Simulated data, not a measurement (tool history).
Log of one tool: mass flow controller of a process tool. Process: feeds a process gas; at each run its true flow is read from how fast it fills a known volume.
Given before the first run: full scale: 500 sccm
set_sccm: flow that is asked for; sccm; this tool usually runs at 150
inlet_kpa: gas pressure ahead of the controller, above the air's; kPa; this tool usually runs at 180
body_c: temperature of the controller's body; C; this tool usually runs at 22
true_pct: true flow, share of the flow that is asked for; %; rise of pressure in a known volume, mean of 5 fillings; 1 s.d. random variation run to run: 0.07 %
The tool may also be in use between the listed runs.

run,hour,set_sccm,inlet_kpa,body_c,true_pct
1,0,150,180,22,97.05
2,334.6,150,180,22,96.75
3,747.9,150,180,22,96.53
4,1155.1,150,180,22,96.48
5,1364.2,150,142,22,96.44
6,1679.2,150,142,22,96.26
7,1977.5,150,142,22,96.24
8,2224.8,150,180,22,95.91
9,2409.7,150,180,22,95.8
10,2649.4,150,180,24,95.58
11,2900.2,150,180,24,95.66
12,3107.6,150,180,24,95.33
13,3314.2,336,180,22,97.05
14,3599.9,336,180,22,97
15,3919.9,336,180,22,96.93
16,4097.9,336,180,22,96.83

The next listed run, before its measurement:
17,4429.7,150,180,22,?

true_pct: 94.73 %
The same run, on a tool lacking any hidden state, would have yielded true_pct 98.86 %.

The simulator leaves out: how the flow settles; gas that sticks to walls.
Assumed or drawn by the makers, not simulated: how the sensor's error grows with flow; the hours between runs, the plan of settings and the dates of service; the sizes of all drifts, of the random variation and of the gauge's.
